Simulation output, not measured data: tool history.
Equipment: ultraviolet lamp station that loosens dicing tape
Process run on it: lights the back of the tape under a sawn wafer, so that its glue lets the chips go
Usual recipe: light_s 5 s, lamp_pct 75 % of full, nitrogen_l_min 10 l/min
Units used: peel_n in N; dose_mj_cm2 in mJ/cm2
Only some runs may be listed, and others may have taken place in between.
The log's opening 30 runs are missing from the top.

run	day	light_s	lamp_pct	nitrogen_l_min	hours of work of the lamp	hours of work since the window was cleaned	peel_n	dose_mj_cm2
31	47.517	7	76	11	359	101	0.182	228
32	48.554	8	74	5	372	114	0.215	247
33	50.05	5	75	10	391	133	0.263	153
34	52.162	5	75	10	417	159	0.264	157
35	53.583	3	95	14	434	176	0.329	113
36	54.733	3	95	14	448	190	0.331	116
37	56.412	2	87	10	469	211	0.936	71
38	58.425	5	99	10	494	236	0.21	196
39	59.379	4	82	13	506	248	0.317	126
40	60.954	4	82	13	525	267	0.311	127
41	62.179	4	82	13	540	282	0.319	126
# day 62.396: window cleaned of glue's vapour
42	63.921	5	75	4	561	19	0.536	151
43	64.971	9	90	6	574	32	0.182	320

Alternative continuations, all from the tool just after run 43; predict every row:
A	66.346	5	75	10	591	49	?	?
B	66.346	9	90	9	591	49	?	?
C	66.346	5	67	14	591	49	?	?

run	peel_n	dose_mj_cm2
A	0.292	145
B	0.168	317
C	0.27	133
Take away the tool's hidden state, keep each run's random variation, and the runs would have read:
run	peel_n	dose_mj_cm2
A	0.216	187
B	0.166	407
C	0.203	171
